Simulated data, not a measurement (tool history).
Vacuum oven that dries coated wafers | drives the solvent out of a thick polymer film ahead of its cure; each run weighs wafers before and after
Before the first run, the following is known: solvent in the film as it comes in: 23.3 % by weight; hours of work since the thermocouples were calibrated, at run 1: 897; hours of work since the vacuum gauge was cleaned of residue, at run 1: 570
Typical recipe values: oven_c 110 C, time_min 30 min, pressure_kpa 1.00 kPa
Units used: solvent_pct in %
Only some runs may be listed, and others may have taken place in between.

run	hour	oven_c	time_min	pressure_kpa	hours of work since the thermocouples were calibrated	hours of work since the vacuum gauge was cleaned of residue	solvent_pct
1	0.0	110	30	1.00	897	570	4.06
2	26.4	110	30	1.00	910	583	4.05
3	49.0	123	30	1.00	921	593	0.86
4	66.7	110	30	1.00	929	602	4.13
5	86.2	110	30	1.00	938	611	3.92
6	112.8	110	30	0.75	951	624	3.86
7	130.9	110	30	0.75	960	633	3.79
8	154.3	110	30	0.77	971	644	3.87
9	168.3	110	30	0.77	978	651	4.00
10	194.9	110	30	0.58	991	664	3.85
11	208.3	110	30	0.58	997	670	3.88
12	221.1	110	30	0.58	1004	677	3.79
13	235.7	110	30	0.54	1011	684	3.82
14	262.4	110	30	1.00	1023	696	3.85
15	281.9	110	30	1.00	1033	706	3.93
16	305.2	110	30	1.00	1044	717	3.91
17	318.0	110	30	1.00	1050	723	3.97
18	335.2	110	30	1.00	1059	732	3.89
19	356.8	110	30	1.00	1069	742	3.91
20	372.0	110	30	1.00	1076	749	3.98
21	397.1	110	30	1.00	1088	761	3.93
22	413.4	110	22	0.91	1096	769	5.87
23	431.1	123	23	1.25	1105	778	1.62
24	459.2	123	23	1.25	1118	791	1.58
# hour 461.9: vacuum gauge cleaned of residue and calibrated
25	478.2	100	30	1.00	1127	8	8.08
26	493.0	100	50	1.01	1134	15	4.55
27	520.4	112	28	1.01	1147	28	3.64
28	547.5	114	30	1.00	1160	41	2.64
29	570.0	114	30	1.00	1171	52	2.67
# hour 588.6: vacuum gauge cleaned of residue and calibrated, once more
30	588.6	124	32	1.00	1179	0	0.53
31	602.5	108	32	1.19	1186	7	4.12
32	624.3	108	17	1.19	1197	17	8.34
33	648.7	108	17	1.19	1208	29	8.19
34	662.7	103	27	0.65	1215	36	7.15
35	688.4	103	43	1.17	1228	48	4.25
36	701.8	103	43	1.17	1234	55	4.13
37	715.9	97	30	1.00	1241	61	9.19
38	729.6	113	16	1.00	1247	68	6.59
39	746.5	113	20	1.00	1256	76	5.13
40	770.2	123	23	2.73	1267	88	1.82
41	784.7	123	23	2.73	1274	95	1.85
42	803.2	117	44	1.66	1283	104	0.97

Hidden state or all else? Some run-to-run changes of solvent_pct, split into what the settings, what came in and random variation would give without the hidden state, and what is left for the hidden state (with any gauge scatter that isn't in both results):
The hidden state here: true wafer temperature over the reading, C; true pressure over the reading, kPa; drift of the gauge itself on solvent_pct, %.
Run 22 -> 23: oven_c 110 -> 123, time_min 22 -> 23, pressure_kpa 0.91 -> 1.25. solvent_pct -4.25 %: hidden state +0.39, all else -4.64.
Run 24 -> 25: oven_c 123 -> 100, time_min 23 -> 30, pressure_kpa 1.25 -> 1.00, vacuum gauge cleaned of residue and calibrated. solvent_pct +6.50 %: hidden state -0.42, all else +6.92.
Run 30 -> 31: oven_c 124 -> 108, pressure_kpa 1.00 -> 1.19. solvent_pct +3.59 %: hidden state -0.62, all else +4.21.
Run 36 -> 37: oven_c 103 -> 97, time_min 43 -> 30, pressure_kpa 1.17 -> 1.00. solvent_pct +5.06 %: hidden state -0.10, all else +5.16.
Run 39 -> 40: oven_c 113 -> 123, time_min 20 -> 23, pressure_kpa 1.00 -> 2.73. solvent_pct -3.31 %: hidden state +0.43, all else -3.74.

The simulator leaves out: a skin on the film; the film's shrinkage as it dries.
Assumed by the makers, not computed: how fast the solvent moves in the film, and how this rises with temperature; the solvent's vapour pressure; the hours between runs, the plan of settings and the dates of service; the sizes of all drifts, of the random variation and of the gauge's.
